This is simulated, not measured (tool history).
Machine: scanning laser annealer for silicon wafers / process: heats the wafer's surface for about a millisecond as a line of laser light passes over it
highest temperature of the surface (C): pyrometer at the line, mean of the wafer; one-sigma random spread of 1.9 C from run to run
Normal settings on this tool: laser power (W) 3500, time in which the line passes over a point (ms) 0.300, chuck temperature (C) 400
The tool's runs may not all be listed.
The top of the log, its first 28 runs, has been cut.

run	hour	laser power (W)	time in which the line passes over a point (ms)	chuck temperature (C)	hours of work since the window was cleaned	hours of work since the power meter was calibrated	hours of work since the optics were aligned	highest temperature of the surface (C)
29	377.8	3731	0.327	439	180	196	1672	1270
30	385.5	3731	0.337	431	183	200	1675	1272
31	397.8	3731	0.269	427	188	205	1680	1190
32	408.8	3731	0.269	427	193	209	1685	1189
33	416.3	3731	0.348	427	196	213	1688	1277
34	433.2	3527	0.375	400	203	220	1695	1220
35	450.6	3527	0.375	405	211	227	1703	1231
36	459.2	3527	0.297	427	214	231	1706	1167
37	467.1	3801	0.357	404	218	234	1710	1284
38	479.5	3709	0.377	400	223	239	1715	1271
39	494.2	3787	0.300	393	229	245	1721	1202
40	503.2	3500	0.268	400	233	249	1725	1096

Consider 3 possible next runs. They are alternatives, not a sequence: every one starts from the tool as it was left by run 40. What does each give?
A	516.5	3628	0.304	400	238	255	1730	?
B	516.5	3500	0.255	391	238	255	1730	?
C	516.5	3119	0.278	365	238	255	1730	?

run	highest temperature of the surface (C)
A	1171
B	1071
C	981
The same runs, with their run-to-run variation unchanged, on a tool lacking any hidden condition would have given:
run	highest temperature of the surface (C)
A	1228
B	1121
C	1026

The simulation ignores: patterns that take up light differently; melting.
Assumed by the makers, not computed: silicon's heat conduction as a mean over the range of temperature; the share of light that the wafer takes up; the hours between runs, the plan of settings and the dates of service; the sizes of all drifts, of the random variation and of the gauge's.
